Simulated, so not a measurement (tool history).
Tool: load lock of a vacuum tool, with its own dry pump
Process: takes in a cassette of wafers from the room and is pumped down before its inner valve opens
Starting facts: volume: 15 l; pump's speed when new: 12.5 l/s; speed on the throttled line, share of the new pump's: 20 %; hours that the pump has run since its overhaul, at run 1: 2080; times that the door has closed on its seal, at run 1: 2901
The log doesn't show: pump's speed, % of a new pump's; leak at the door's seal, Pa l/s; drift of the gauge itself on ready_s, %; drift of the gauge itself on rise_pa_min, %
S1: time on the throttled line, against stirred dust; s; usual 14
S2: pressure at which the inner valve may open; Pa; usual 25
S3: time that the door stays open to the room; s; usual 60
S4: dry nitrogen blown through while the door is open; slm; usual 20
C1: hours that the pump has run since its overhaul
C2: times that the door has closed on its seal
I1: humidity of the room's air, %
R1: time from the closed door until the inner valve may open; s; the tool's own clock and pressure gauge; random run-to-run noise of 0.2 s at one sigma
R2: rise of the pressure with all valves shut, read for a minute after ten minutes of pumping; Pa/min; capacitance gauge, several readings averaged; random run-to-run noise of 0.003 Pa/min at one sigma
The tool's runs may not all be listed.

Run 1, day 0: usual settings; C1 2080; C2 2901; I1 44.3. Result: R1 21.4 s, R2 0.024 Pa/min.
Run 2, day 13.862: usual settings; C1 2413; C2 3365; I1 46.6. Result: R1 21.4 s, R2 0.029 Pa/min.
Run 3, day 27.025: usual settings; C1 2729; C2 3805; I1 46.5. Result: R1 21.8 s, R2 0.031 Pa/min.
Run 4, day 41.688: usual settings; C1 3081; C2 4296; I1 43.1. Result: R1 21.4 s, R2 0.028 Pa/min.
Run 5, day 54.762: usual settings; C1 3395; C2 4734; I1 46.2. Result: R1 21.5 s, R2 0.027 Pa/min.
Run 6, day 71.896: usual settings; C1 3806; C2 5307; I1 46.4. Result: R1 21.4 s, R2 0.03 Pa/min.
Run 7, day 85.196: usual settings; C1 4125; C2 5752; I1 45. Result: R1 22 s, R2 0.035 Pa/min.
Run 8, day 99.042: usual settings; C1 4457; C2 6216; I1 45.6. Result: R1 21.4 s, R2 0.038 Pa/min.
Run 9, day 106.325: usual settings but S1 15 s, S2 26 Pa, S4 39 slm; C1 4632; C2 6460; I1 43.7. Result: R1 22.2 s, R2 0.026 Pa/min.
Run 10, day 116.858: usual settings but S1 15 s, S2 26 Pa, S4 39 slm; C1 4885; C2 6812; I1 47. Result: R1 22.5 s, R2 0.028 Pa/min.
Run 11, day 132.567: usual settings but S1 15 s, S2 26 Pa, S4 39 slm; C1 5262; C2 7338; I1 44.5. Result: R1 22.4 s, R2 0.028 Pa/min.
Run 12, day 143.804: usual settings but S1 8 s, S2 26 Pa, S3 152 s, S4 39 slm; C1 5532; C2 7714; I1 43.5. Result: R1 16.9 s, R2 0.031 Pa/min.

Below are 5 alternative next runs, each starting from the tool's condition after run 12. Predict each:
Run A, day 157.858: usual settings but S1 20 s, S2 26 Pa, S3 112 s, S4 39 slm; C1 5869; C2 8184; I1 46.3. Result: R1 ?, R2 ?.
Run B, day 157.858: usual settings but S1 27 s, S2 26 Pa, S4 8 slm; C1 5869; C2 8184; I1 44.3. Result: R1 ?, R2 ?.
Run C, day 157.858: usual settings but S1 8 s, S2 26 Pa, S3 232 s, S4 39 slm; C1 5869; C2 8184; I1 45. Result: R1 ?, R2 ?.
Run D, day 157.858: usual settings but S2 48 Pa, S3 36 s; C1 5869; C2 8184; I1 44.8. Result: R1 ?, R2 ?.
Run E, day 157.858: usual settings but S1 9 s, S2 26 Pa, S3 53 s, S4 12 slm; C1 5869; C2 8184; I1 43.2. Result: R1 ?, R2 ?.

run    R1     R2
  A    27  0.026
  B  32.3  0.045
  C  17.2  0.043
  D  21.1  0.026
  E  18.3  0.041
Take away the tool's hidden state, keep each run's random variation, and the runs would have read:
run    R1     R2
  A  26.5  0.018
  B    32  0.037
  C  16.5  0.035
  D  20.6  0.018
  E  17.6  0.033

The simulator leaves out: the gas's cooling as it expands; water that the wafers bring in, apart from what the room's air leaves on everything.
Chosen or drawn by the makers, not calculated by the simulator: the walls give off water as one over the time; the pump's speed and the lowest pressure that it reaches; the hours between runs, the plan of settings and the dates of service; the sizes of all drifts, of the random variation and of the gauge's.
